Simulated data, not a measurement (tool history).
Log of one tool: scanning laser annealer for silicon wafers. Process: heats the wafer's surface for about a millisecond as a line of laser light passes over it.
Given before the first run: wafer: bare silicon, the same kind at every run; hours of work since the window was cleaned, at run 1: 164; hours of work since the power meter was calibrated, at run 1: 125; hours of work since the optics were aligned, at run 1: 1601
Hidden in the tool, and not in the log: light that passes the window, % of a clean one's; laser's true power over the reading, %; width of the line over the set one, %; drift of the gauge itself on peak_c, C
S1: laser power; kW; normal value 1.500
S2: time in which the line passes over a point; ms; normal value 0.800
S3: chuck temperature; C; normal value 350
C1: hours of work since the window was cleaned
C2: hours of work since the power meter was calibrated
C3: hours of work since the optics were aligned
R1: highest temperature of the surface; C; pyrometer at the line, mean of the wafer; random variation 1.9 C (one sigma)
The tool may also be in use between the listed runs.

run   hour     S1     S2   S3   C1   C2    C3    R1
  1    0.0  1.500  0.800  350  164  125  1601  1083
  2    9.4  1.500  0.800  350  169  130  1605  1084
  3   19.3  1.332  0.800  350  174  135  1610   981
  4   26.4  1.500  0.800  350  177  138  1614  1082
  5   34.9  1.500  0.800  350  181  142  1618  1084
  6   40.3  1.500  0.972  350  184  145  1620  1164
  7   50.0  1.500  0.972  350  188  149  1625  1167
  8   54.2  1.500  0.972  350  190  151  1627  1167
  9   63.4  1.500  0.730  350  195  156  1631  1042
 10   71.0  1.504  0.800  350  199  159  1635  1083
 11   80.7  1.504  0.800  350  203  164  1640  1085
 12   86.7  1.514  0.800  350  206  167  1643  1090
 13   93.0  1.500  0.583  350  209  170  1646   962
 14  103.1  1.377  0.627  338  214  175  1651   911
 15  113.1  1.293  0.701  365  219  180  1655   926
 16  118.9  1.293  0.709  365  222  182  1658   930
 17  124.5  1.534  0.611  320  224  185  1661   960
 18  134.1  1.417  0.717  350  229  190  1665   985
 19  141.6  1.500  0.957  313  233  193  1669  1115
 20  148.5  1.295  0.957  340  236  197  1672  1011
 21  158.0  1.448  0.957  384  240  201  1677  1146

Consider 4 possible next runs. They are alternatives, not a sequence: every one starts from the tool as it was left by run 21. What does each give?
  A  163.7  1.481  0.697  320  243  204  1680   ?
  B  163.7  1.401  0.830  349  243  204  1680   ?
  C  163.7  1.400  0.908  315  243  204  1680   ?
  D  163.7  1.346  0.793  382  243  204  1680   ?

run    R1
  A   980
  B  1028
  C  1026
  D  1015
Take away the tool's hidden state, keep each run's random variation, and the runs would have read:
run    R1
  A  1026
  B  1075
  C  1076
  D  1059

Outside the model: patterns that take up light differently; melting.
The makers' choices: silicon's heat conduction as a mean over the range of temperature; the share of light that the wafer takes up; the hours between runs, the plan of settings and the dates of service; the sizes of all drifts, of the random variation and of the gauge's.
